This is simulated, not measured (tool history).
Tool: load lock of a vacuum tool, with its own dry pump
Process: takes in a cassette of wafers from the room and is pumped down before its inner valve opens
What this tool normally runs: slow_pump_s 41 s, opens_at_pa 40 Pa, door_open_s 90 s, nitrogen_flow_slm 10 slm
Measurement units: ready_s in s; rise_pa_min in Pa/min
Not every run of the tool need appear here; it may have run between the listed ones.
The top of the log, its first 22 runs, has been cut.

run	hour	slow_pump_s	opens_at_pa	door_open_s	nitrogen_flow_slm	hours that the pump has run since its overhaul	times that the door has closed on its seal	incoming humidity of the room's air, %	ready_s	rise_pa_min
23	6591.3	41	31	90	10	10949	38009	44.3	61.8	0.572
# hour 6664.7: dry pump taken out, an overhauled one fitted
24	6919.0	41	31	90	10	254	39186	44.9	57.4	0.592
25	7190.5	55	40	90	10	526	40179	45.5	68.3	0.626
26	7577.4	55	40	90	10	913	41593	44.3	68.4	0.637
27	7800.2	55	40	90	10	1136	42408	45.6	67.9	0.645
# hour 8038.5: door's seal changed, seat wiped
28	8199.6	81	40	90	10	1533	589	45.2	89.6	0.084
29	8528.3	63	69	46	4	1862	1791	44.8	74.6	0.069
30	8846.3	32	56	112	21	2180	2954	47.7	48.6	0.089
31	9202.1	41	36	65	10	2536	4255	46.7	58.0	0.090
32	9635.4	41	36	65	10	2969	5839	43.7	58.5	0.099
33	9955.3	41	42	97	10	3289	7009	42.3	57.5	0.117
34	10349.3	41	42	97	10	3683	8450	46.0	57.7	0.133
35	10790.0	41	42	97	10	4124	10061	42.1	57.7	0.147
36	11083.1	41	39	63	15	4417	11133	44.1	57.5	0.131
37	11489.0	41	38	63	5	4823	12617	47.1	58.9	0.163
38	11804.6	41	38	63	5	5138	13772	45.1	58.5	0.178

Here are 3 independent what-if runs from the current tool condition. What would each one return?
A	12048.1	41	40	43	10	5382	14662	46.2	?	?
B	12048.1	73	51	170	5	5382	14662	44.4	?	?
C	12048.1	41	68	63	5	5382	14662	44.2	?	?

run	ready_s	rise_pa_min
A	58.4	0.165
B	83.8	0.263
C	56.6	0.187
Without the tool's hidden state the same runs would have given:
run	ready_s	rise_pa_min
A	56.9	0.050
B	82.9	0.146
C	55.2	0.071
